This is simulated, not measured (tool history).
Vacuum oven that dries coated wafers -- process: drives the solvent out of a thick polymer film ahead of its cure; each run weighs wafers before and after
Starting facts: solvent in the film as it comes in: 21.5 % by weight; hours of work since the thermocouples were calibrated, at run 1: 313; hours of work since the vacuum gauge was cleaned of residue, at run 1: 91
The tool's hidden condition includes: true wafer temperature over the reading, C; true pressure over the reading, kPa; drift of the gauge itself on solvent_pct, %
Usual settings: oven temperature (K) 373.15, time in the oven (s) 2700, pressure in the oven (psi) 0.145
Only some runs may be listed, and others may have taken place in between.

| run | hour | oven temperature (K) | time in the oven (s) | pressure in the oven (psi) | hours of work since the thermocouples were calibrated | hours of work since the vacuum gauge was cleaned of residue | solvent left in the film (%) |
|---|---|---|---|---|---|---|---|
| 1 | 0.0 | 373.15 | 2700 | 0.145 | 313 | 91 | 3.25 |
| 2 | 13.5 | 373.15 | 2700 | 0.145 | 322 | 100 | 3.23 |
| 3 | 35.0 | 373.15 | 2700 | 0.145 | 337 | 115 | 3.38 |
| 4 | 56.2 | 373.15 | 2700 | 0.145 | 351 | 129 | 3.22 |
| 5 | 79.2 | 370.15 | 2700 | 0.145 | 367 | 145 | 4.29 |
| 6 | 90.5 | 370.15 | 2700 | 0.145 | 374 | 153 | 4.34 |
| 7 | 104.1 | 370.15 | 2700 | 0.145 | 384 | 162 | 4.36 |
| 8 | 125.7 | 370.15 | 2700 | 0.145 | 398 | 177 | 4.34 |
| 9 | 140.7 | 370.15 | 2700 | 0.145 | 409 | 187 | 4.44 |
| 10 | 161.1 | 370.15 | 2700 | 0.145 | 423 | 201 | 4.41 |
| 11 | 183.4 | 370.15 | 2700 | 0.145 | 438 | 216 | 4.42 |
| 12 | 196.0 | 370.15 | 2700 | 0.145 | 446 | 225 | 4.46 |
|  | 199.5 | oven's thermocouples calibrated |
| 13 | 215.3 | 361.15 | 1500 | 0.151 | 11 | 236 | 11.67 |
| 14 | 233.2 | 361.15 | 1500 | 0.090 | 23 | 249 | 11.42 |
| 15 | 246.7 | 361.15 | 1500 | 0.090 | 32 | 258 | 11.29 |
| 16 | 260.8 | 379.15 | 2520 | 0.495 | 42 | 267 | 3.78 |
| 17 | 276.0 | 385.15 | 1320 | 0.145 | 52 | 278 | 3.14 |
| 18 | 296.8 | 385.15 | 1320 | 0.145 | 66 | 292 | 3.14 |
| 19 | 308.3 | 384.15 | 2700 | 0.379 | 74 | 300 | 2.15 |
| 20 | 327.7 | 373.15 | 2220 | 0.200 | 87 | 313 | 4.87 |
| 21 | 340.9 | 373.15 | 3660 | 0.103 | 96 | 322 | 2.06 |
|  | 348.1 | oven's thermocouples calibrated, once more |
| 22 | 365.7 | 388.15 | 1860 | 0.145 | 12 | 337 | 1.15 |

Consider 3 possible next runs. They are alternatives, not a sequence: every one starts from the tool as it was left by run 22. What does each give?
| A | 390.1 | 385.15 | 1320 | 0.123 | 29 | 354 | ? |
| B | 390.1 | 373.15 | 2700 | 0.545 | 29 | 354 | ? |
| C | 390.1 | 385.15 | 2520 | 0.078 | 29 | 354 | ? |

| run | solvent left in the film (%) |
|---|---|
| A | 2.86 |
| B | 5.72 |
| C | 0.75 |
With no hidden state in the tool, these same runs would have given:
| run | solvent left in the film (%) |
|---|---|
| A | 2.64 |
| B | 5.43 |
| C | 0.62 |
